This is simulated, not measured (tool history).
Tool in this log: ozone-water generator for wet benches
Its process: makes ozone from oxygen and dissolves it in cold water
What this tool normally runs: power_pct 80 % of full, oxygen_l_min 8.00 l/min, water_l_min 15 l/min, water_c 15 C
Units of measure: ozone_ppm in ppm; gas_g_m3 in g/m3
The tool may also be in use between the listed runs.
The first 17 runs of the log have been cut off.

run,day,power_pct,oxygen_l_min,water_l_min,water_c,hours of work since the electrodes were changed,hours of work since the contactor was cleaned,hours of work since the thermometer was calibrated,ozone_ppm,gas_g_m3
18,31.454,81,8.00,16,9,769,2361,3168,32.6,230.6
19,33.142,80,13.57,15,8,795,2386,3194,30.7,166.4
20,35.571,80,13.57,15,8,832,2423,3230,31.3,165.3
21,36.908,72,12.40,15,15,852,2444,3251,25.3,161.7
22,39.304,72,12.40,15,15,888,2480,3287,24.7,160.9
23,42.112,83,6.10,17,12,931,2522,3330,30.2,273.5
24,43.546,83,6.10,17,12,953,2544,3351,29.9,272.2
25,46.362,80,13.51,15,17,995,2587,3394,25.6,167.4
26,49.233,60,8.00,15,18,1039,2630,3438,22.5,176.4
27,51.000,60,8.00,15,18,1066,2657,3464,21.9,175.4
28,53.942,60,6.16,15,18,1110,2702,3509,22.9,202.4
29,55.371,98,8.00,11,15,1132,2723,3531,44.4,269.8
30,58.208,80,12.19,10,15,1175,2766,3574,34.9,176.9
31,60.650,80,5.81,10,15,1212,2803,3611,42.9,270.2
32,63.279,80,5.81,10,15,1252,2843,3650,42.8,271.3
33,65.550,80,5.81,10,15,1286,2878,3685,43.2,271.6

Each row is a separate what-if for the run after 33, all from the same tool condition, not one after another. Results?
A,68.112,80,9.02,24,14,1325,2917,3724,?,?
B,68.112,80,10.03,15,7,1325,2917,3724,?,?
C,68.112,80,5.81,11,15,1325,2917,3724,?,?
D,68.112,80,8.00,15,9,1325,2917,3724,?,?

run,ozone_ppm,gas_g_m3
A,19.9,210.3
B,33.5,198.1
C,40.5,272.0
D,33.2,224.3
Stripped of hidden state, with their random variation kept, the same runs would have yielded:
run,ozone_ppm,gas_g_m3
A,19.9,210.4
B,33.6,198.2
C,40.6,272.1
D,33.3,224.4

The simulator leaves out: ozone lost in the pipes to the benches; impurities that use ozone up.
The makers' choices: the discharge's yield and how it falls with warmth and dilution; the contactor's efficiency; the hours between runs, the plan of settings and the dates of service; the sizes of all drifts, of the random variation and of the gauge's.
